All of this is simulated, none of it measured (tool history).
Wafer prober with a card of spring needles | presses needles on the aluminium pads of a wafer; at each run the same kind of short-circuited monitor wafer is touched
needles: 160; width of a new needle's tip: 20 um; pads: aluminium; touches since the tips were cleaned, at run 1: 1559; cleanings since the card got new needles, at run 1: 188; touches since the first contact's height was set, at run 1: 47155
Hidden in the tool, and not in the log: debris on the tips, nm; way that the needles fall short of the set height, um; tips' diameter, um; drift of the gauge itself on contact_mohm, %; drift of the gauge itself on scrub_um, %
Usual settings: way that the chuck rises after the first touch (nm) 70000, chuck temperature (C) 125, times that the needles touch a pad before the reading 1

| run | hour | way that the chuck rises after the first touch (nm) | chuck temperature (C) | times that the needles touch a pad before the reading | touches since the tips were cleaned | cleanings since the card got new needles | touches since the first contact's height was set | resistance of one needle with its contact and lead (mohm) | way that a needle slides on the pad (nm) |
|---|---|---|---|---|---|---|---|---|---|
| 1 | 0.0 | 70000 | 125 | 1 | 1559 | 188 | 47155 | 230 | 10600 |
|  | 6.9 | tips cleaned on abrasive film |
|  | 18.2 | tips cleaned on abrasive film |
|  | 27.3 | tips cleaned on abrasive film |
| 2 | 35.3 | 70000 | 125 | 1 | 3002 | 191 | 60290 | 236 | 10570 |
|  | 37.7 | tips cleaned on abrasive film |
|  | 49.0 | tips cleaned on abrasive film |
|  | 60.4 | tips cleaned on abrasive film |
|  | 69.5 | tips cleaned on abrasive film |
|  | 80.9 | tips cleaned on abrasive film |
| 3 | 88.7 | 70000 | 125 | 1 | 2952 | 196 | 80128 | 234 | 10610 |
|  | 91.1 | tips cleaned on abrasive film |
|  | 102.4 | tips cleaned on abrasive film |
|  | 111.6 | tips cleaned on abrasive film |
| 4 | 120.5 | 70000 | 125 | 1 | 3351 | 199 | 91923 | 238 | 10610 |
|  | 122.8 | tips cleaned on abrasive film |
|  | 132.0 | tips cleaned on abrasive film |
|  | 143.3 | tips cleaned on abrasive film |
|  | 154.7 | tips cleaned on abrasive film |
|  | 163.8 | tips cleaned on abrasive film |
|  | 175.1 | tips cleaned on abrasive film |
| 5 | 179.5 | 70000 | 125 | 2 | 1621 | 205 | 113809 | 234 | 10610 |
|  | 186.3 | tips cleaned on abrasive film |
|  | 195.4 | tips cleaned on abrasive film |
|  | 206.8 | tips cleaned on abrasive film |
| 6 | 215.0 | 70000 | 125 | 1 | 3092 | 208 | 127033 | 238 | 10580 |
|  | 217.4 | tips cleaned on abrasive film |
|  | 226.5 | tips cleaned on abrasive film |
|  | 235.6 | tips cleaned on abrasive film |
|  | 247.0 | tips cleaned on abrasive film |
|  | 254.0 | height of the first contact set anew |
|  | 256.4 | tips cleaned on abrasive film |
|  | 267.7 | tips cleaned on abrasive film |
| 7 | 276.1 | 70000 | 125 | 1 | 3156 | 214 | 8222 | 236 | 10580 |
|  | 278.5 | tips cleaned on abrasive film |
|  | 289.9 | tips cleaned on abrasive film |
|  | 301.2 | tips cleaned on abrasive film |
|  | 312.6 | tips cleaned on abrasive film |
| 8 | 316.9 | 73000 | 98 | 1 | 1637 | 218 | 23370 | 232 | 11060 |
|  | 323.8 | tips cleaned on abrasive film |
|  | 332.9 | tips cleaned on abrasive film |
|  | 344.3 | tips cleaned on abrasive film |
|  | 353.4 | tips cleaned on abrasive film |
| 9 | 359.0 | 58000 | 98 | 1 | 2128 | 222 | 39007 | 232 | 8780 |
|  | 363.7 | tips cleaned on abrasive film |
|  | 375.0 | tips cleaned on abrasive film |
|  | 386.4 | tips cleaned on abrasive film |
| 10 | 387.7 | 70000 | 26 | 1 | 501 | 225 | 49641 | 211 | 10610 |
|  | 396.8 | tips cleaned on abrasive film |
|  | 408.2 | tips cleaned on abrasive film |
|  | 419.5 | tips cleaned on abrasive film |
|  | 428.6 | tips cleaned on abrasive film |
|  | 437.8 | tips cleaned on abrasive film |
| 11 | 439.1 | 70000 | 26 | 1 | 503 | 230 | 68721 | 212 | 10560 |

4 ways to go on from here, each from the tool as it stands after run 11. What would each give?
|  | 448.2 | tips cleaned on abrasive film |
|  | 457.3 | tips cleaned on abrasive film |
|  | 466.4 | tips cleaned on abrasive film |
|  | 477.8 | tips cleaned on abrasive film |
| A | 483.3 | 77000 | 125 | 1 | 2078 | 234 | 85153 | ? | ? |
|  | 448.2 | tips cleaned on abrasive film |
|  | 457.3 | tips cleaned on abrasive film |
|  | 466.4 | tips cleaned on abrasive film |
|  | 477.8 | tips cleaned on abrasive film |
| B | 483.3 | 57000 | 125 | 2 | 2078 | 234 | 85153 | ? | ? |
|  | 448.2 | tips cleaned on abrasive film |
|  | 457.3 | tips cleaned on abrasive film |
|  | 466.4 | tips cleaned on abrasive film |
|  | 477.8 | tips cleaned on abrasive film |
| C | 483.3 | 86000 | 37 | 3 | 2078 | 234 | 85153 | ? | ? |
|  | 448.2 | tips cleaned on abrasive film |
|  | 457.3 | tips cleaned on abrasive film |
|  | 466.4 | tips cleaned on abrasive film |
|  | 477.8 | tips cleaned on abrasive film |
| D | 483.3 | 70000 | 102 | 1 | 2078 | 234 | 85153 | ? | ? |

| run | resistance of one needle with its contact and lead (mohm) | way that a needle slides on the pad (nm) |
|---|---|---|
| A | 235 | 11630 |
| B | 237 | 8640 |
| C | 216 | 12980 |
| D | 231 | 10610 |
Without the tool's hidden state the same runs would have given:
| run | resistance of one needle with its contact and lead (mohm) | way that a needle slides on the pad (nm) |
|---|---|---|
| A | 235 | 11630 |
| B | 237 | 8640 |
| C | 216 | 12980 |
| D | 230 | 10610 |

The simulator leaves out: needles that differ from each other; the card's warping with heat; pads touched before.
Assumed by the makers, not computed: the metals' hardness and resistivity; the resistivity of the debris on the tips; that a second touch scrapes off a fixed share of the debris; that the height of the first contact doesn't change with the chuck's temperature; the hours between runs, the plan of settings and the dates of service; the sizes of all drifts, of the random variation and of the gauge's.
